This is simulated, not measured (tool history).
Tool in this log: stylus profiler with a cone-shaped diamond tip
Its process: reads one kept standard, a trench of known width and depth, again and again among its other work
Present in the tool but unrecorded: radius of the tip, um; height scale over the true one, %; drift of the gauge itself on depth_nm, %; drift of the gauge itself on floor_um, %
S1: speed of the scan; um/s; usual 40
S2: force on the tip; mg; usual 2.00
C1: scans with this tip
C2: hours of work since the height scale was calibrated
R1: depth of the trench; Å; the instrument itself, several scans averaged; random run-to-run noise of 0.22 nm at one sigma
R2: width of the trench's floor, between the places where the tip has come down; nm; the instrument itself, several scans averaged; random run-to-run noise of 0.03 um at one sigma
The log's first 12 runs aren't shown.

run    hour   S1    S2     C1   C2       R1     R2
 13   977.3   53  2.00  22343  129  10056.9  23800
 14  1078.3   40  2.00  22918  171  10057.7  23880
 15  1144.3   40  2.00  23293  198  10055.8  23880
 16  1253.4   40  2.00  23913  243  10051.6  23860
 17  1353.2   67  5.69  24480  284  10109.3  23890
 18  1407.0   60  1.48  24786  307  10046.5  23770
 19  1489.3   14  3.91  25254  340  10083.5  23930
 20  1555.1   21  1.44  25628  368  10040.9  23890
 21  1614.3   21  1.44  25965  392  10045.3  23900
 22  1723.6   21  1.44  26586  437  10039.4  23950
 23  1805.8  111  1.20  27053  471  10037.4  23650
 24  1909.5   10  0.94  27643  514  10035.8  23980
 25  1979.7   14  0.77  28041  543  10029.3  23930
 26  2046.1  121  2.48  28419  570  10063.2  23660
 27  2141.5  150  1.17  28962  610  10036.5  23450
 28  2245.6  150  1.17  29553  653  10036.9  23470
 29  2333.1   77  0.72  30051  689  10028.2  23620
 30  2384.3   77  0.72  30342  710  10024.7  23580

Forecast each of these 4 alternatives for the next run:
  A  2458.6   12  2.41  30764  741   ?   ?
  B  2458.6  144  1.15  30764  741   ?   ?
  C  2458.6   20  2.00  30764  741   ?   ?
  D  2458.6   42  2.00  30764  741   ?   ?

run       R1     R2
  A  10059.6  23940
  B  10039.5  23540
  C  10051.7  23950
  D  10053.1  23810
What these runs would have given with no unlogged condition in the tool:
run       R1     R2
  A  10059.4  23970
  B  10039.4  23570
  C  10051.6  23980
  D  10053.0  23840
